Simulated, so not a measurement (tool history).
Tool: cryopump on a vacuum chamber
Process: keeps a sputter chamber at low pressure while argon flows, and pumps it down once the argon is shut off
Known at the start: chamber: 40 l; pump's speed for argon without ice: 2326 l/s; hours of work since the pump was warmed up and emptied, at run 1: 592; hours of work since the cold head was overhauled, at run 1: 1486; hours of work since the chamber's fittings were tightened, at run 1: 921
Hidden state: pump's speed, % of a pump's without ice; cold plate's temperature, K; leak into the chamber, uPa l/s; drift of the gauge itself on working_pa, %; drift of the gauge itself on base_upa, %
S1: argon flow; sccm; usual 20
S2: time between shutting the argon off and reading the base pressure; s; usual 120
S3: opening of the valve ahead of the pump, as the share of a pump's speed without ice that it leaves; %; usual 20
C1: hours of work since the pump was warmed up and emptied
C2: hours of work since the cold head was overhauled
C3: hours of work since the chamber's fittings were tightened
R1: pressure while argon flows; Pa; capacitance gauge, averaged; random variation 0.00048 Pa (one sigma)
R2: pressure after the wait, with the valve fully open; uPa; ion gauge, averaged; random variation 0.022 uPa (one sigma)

Run 1, day 0: usual settings; C1 592; C2 1486; C3 921. Result: R1 0.0764 Pa, R2 1.27 uPa.
Run 2, day 3.6: usual settings; C1 652; C2 1546; C3 981. Result: R1 0.0776 Pa, R2 1.31 uPa.
Run 3, day 7.792: usual settings; C1 723; C2 1617; C3 1052. Result: R1 0.0776 Pa, R2 1.41 uPa.
Run 4, day 10.221: usual settings; C1 764; C2 1658; C3 1093. Result: R1 0.0774 Pa, R2 1.44 uPa.
At day 14.304: pump warmed up, emptied and cooled again.
Run 5, day 14.588: usual settings but S3 26 %; C1 5; C2 1728; C3 1163. Result: R1 0.0563 Pa, R2 1.29 uPa.
Run 6, day 16.488: usual settings but S1 21 sccm, S3 26 %; C1 37; C2 1760; C3 1195. Result: R1 0.0589 Pa, R2 1.32 uPa.
Run 7, day 19.721: usual settings; C1 91; C2 1814; C3 1249. Result: R1 0.0735 Pa, R2 1.33 uPa.
Run 8, day 22.212: usual settings; C1 133; C2 1856; C3 1291. Result: R1 0.0738 Pa, R2 1.35 uPa.
Run 9, day 25.783: usual settings but S1 8 sccm; C1 193; C2 1916; C3 1351. Result: R1 0.0296 Pa, R2 1.43 uPa.
Run 10, day 27.604: usual settings; C1 224; C2 1947; C3 1382. Result: R1 0.0742 Pa, R2 1.45 uPa.
Run 11, day 30.008: usual settings but S1 11 sccm, S2 27 s, S3 17 %; C1 264; C2 1987; C3 1422. Result: R1 0.0477 Pa, R2 3.33 uPa.
Run 12, day 34.058: usual settings but S1 13 sccm, S2 22 s, S3 39 %; C1 333; C2 2056; C3 1491. Result: R1 0.0254 Pa, R2 3.94 uPa.
Run 13, day 36.046: usual settings but S2 168 s, S3 30 %; C1 366; C2 2089; C3 1524. Result: R1 0.0509 Pa, R2 1.49 uPa.
Run 14, day 38.171: usual settings but S2 168 s, S3 30 %; C1 402; C2 2125; C3 1560. Result: R1 0.0507 Pa, R2 1.49 uPa.
Run 15, day 41.246: usual settings but S1 31 sccm, S2 241 s, S3 29 %; C1 454; C2 2177; C3 1612. Result: R1 0.0835 Pa, R2 1.4 uPa.
Run 16, day 44.85: usual settings but S1 31 sccm, S2 241 s, S3 29 %; C1 514; C2 2237; C3 1672. Result: R1 0.0832 Pa, R2 1.5 uPa.
Run 17, day 47.962: usual settings but S1 8 sccm, S2 22 s, S3 24 %; C1 567; C2 2290; C3 1725. Result: R1 0.0265 Pa, R2 4.06 uPa.
Run 18, day 51.496: usual settings but S1 24 sccm, S2 236 s, S3 19 %; C1 626; C2 2349; C3 1784. Result: R1 0.0962 Pa, R2 1.67 uPa.
Run 19, day 55.546: usual settings but S1 10 sccm, S2 236 s, S3 39 %; C1 694; C2 2417; C3 1852. Result: R1 0.0212 Pa, R2 1.68 uPa.

Hidden state or all else? Some run-to-run changes of R1, split into what the settings, what came in and random variation would give without the hidden state, and what is left for the hidden state (with any gauge scatter that isn't in both results):
Run 4 -> 5: S3 20 -> 26, pump warmed up, emptied and cooled again. R1 -0.0211 Pa: hidden state -0.0048, all else -0.0163.
Run 18 -> 19: S1 24 -> 10, S3 19 -> 39. R1 -0.075 Pa: hidden state -0.0027, all else -0.0723.
